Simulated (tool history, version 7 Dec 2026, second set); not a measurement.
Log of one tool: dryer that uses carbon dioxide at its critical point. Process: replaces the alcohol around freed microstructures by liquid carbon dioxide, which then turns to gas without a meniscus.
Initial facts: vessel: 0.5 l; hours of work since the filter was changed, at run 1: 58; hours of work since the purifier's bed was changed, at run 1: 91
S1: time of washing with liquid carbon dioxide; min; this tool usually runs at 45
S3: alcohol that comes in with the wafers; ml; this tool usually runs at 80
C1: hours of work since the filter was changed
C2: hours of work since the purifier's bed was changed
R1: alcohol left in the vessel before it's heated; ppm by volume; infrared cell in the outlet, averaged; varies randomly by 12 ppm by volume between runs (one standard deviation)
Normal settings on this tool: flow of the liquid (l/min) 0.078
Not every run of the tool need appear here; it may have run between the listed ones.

Run 1, day 0: usual settings; C1 58; C2 91. Result: R1 856 ppm by volume.
Run 2, day 0.938: usual settings but S3 22 ml; C1 70; C2 103. Result: R1 274 ppm by volume.
Run 3, day 1.583: usual settings but S3 22 ml; C1 78; C2 112. Result: R1 277 ppm by volume.
Run 4, day 2.679: usual settings but S3 22 ml; C1 92; C2 126. Result: R1 295 ppm by volume.
Run 5, day 4.033: usual settings; C1 110; C2 144. Result: R1 1047 ppm by volume.
Run 6, day 5.112: usual settings; C1 124; C2 157. Result: R1 1119 ppm by volume.
Run 7, day 6.162: usual settings but S1 30 min, flow of the liquid (l/min) 0.1145, S3 64 ml; C1 137; C2 171. Result: R1 923 ppm by volume.
Run 8, day 6.788: usual settings but S1 41 min, flow of the liquid (l/min) 0.1145, S3 29 ml; C1 146; C2 179. Result: R1 90 ppm by volume.
Run 9, day 7.521: usual settings but S1 66 min, flow of the liquid (l/min) 0.1208, S3 84 ml; C1 155; C2 189. Result: R1 24 ppm by volume.
Run 10, day 8.671: usual settings but S1 32 min, flow of the liquid (l/min) 0.0896, S3 24 ml; C1 170; C2 204. Result: R1 897 ppm by volume.
Run 11, day 9.888: usual settings but S1 32 min, flow of the liquid (l/min) 0.0896, S3 24 ml; C1 186; C2 219. Result: R1 962 ppm by volume.

What if the next run were any one of these 4? Each begins from the tool's condition after run 11:
Run A, day 10.962: usual settings but S1 31 min, flow of the liquid (l/min) 0.0505, S3 55 ml; C1 200; C2 233. Result: R1 ?.
Run B, day 10.962: usual settings but S1 32 min, flow of the liquid (l/min) 0.0508, S3 30 ml; C1 200; C2 233. Result: R1 ?.
Run C, day 10.962: usual settings but S1 67 min; C1 200; C2 233. Result: R1 ?.
Run D, day 10.962: usual settings but S1 39 min, flow of the liquid (l/min) 0.0473, S3 106 ml; C1 200; C2 233. Result: R1 ?.

run     R1
  A  14302
  B   7156
  C    182
  D  19268
With no hidden state in the tool, these same runs would have given:
run     R1
  A  10499
  B   5179
  C     60
  D  13417
